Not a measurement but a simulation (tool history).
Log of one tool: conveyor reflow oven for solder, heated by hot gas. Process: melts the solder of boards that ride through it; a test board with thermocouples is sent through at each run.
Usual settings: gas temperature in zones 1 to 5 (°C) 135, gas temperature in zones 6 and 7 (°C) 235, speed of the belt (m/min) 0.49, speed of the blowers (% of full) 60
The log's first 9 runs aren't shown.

run     day  gas temperature in zones 1 to 5 (°C)  gas temperature in zones 6 and 7 (°C)  speed of the belt (m/min)  speed of the blowers (% of full)  highest temperature of the board (°C)  time above the solder's melting point (s)
 10  13.775                                   135                                    235                       0.49                                60                                  206.2                                       42.8
 11  14.783                                   135                                    239                       0.49                                60                                  209.3                                       45.8
 12   16.35                                   135                                    235                       0.49                                60                                  205.9                                       42.2
       18.4  -- flux residue cleaned out of gas plates and filters
 13    18.4                                   135                                    235                      0.425                                60                                    215                                       60.5
 14  19.542                                   135                                    235                       0.49                                53                                  207.9                                       45.2
 15  20.954                                   135                                    250                       0.49                                53                                  220.2                                       55.4
 16  22.892                                   135                                    250                       0.49                                53                                  219.9                                       55.6
 17  25.046                                   131                                    235                      0.465                                50                                    207                                       46.4
 18  26.062                                   131                                    235                      0.391                                50                                  214.1                                       63.6
 19  27.404                                   146                                    224                       0.49                                60                                  201.4                                       42.4
 20  28.938                                   146                                    224                       0.49                                60                                  201.5                                         43
 21  31.217                                   146                                    224                       0.49                                60                                  201.4                                       42.2
 22   33.35                                   146                                    224                      0.552                                52                                  196.3                                       27.6

Forecast run 23:
 23  35.508                                   135                                    235                      0.485                                60                                      ?                                          ?

Run 23 gave highest temperature of the board (°C) 207.5, time above the solder's melting point (s) 45.8.
Without the tool's hidden state the same run would have given highest temperature of the board (°C) 212.5, time above the solder's melting point (s) 50.1.
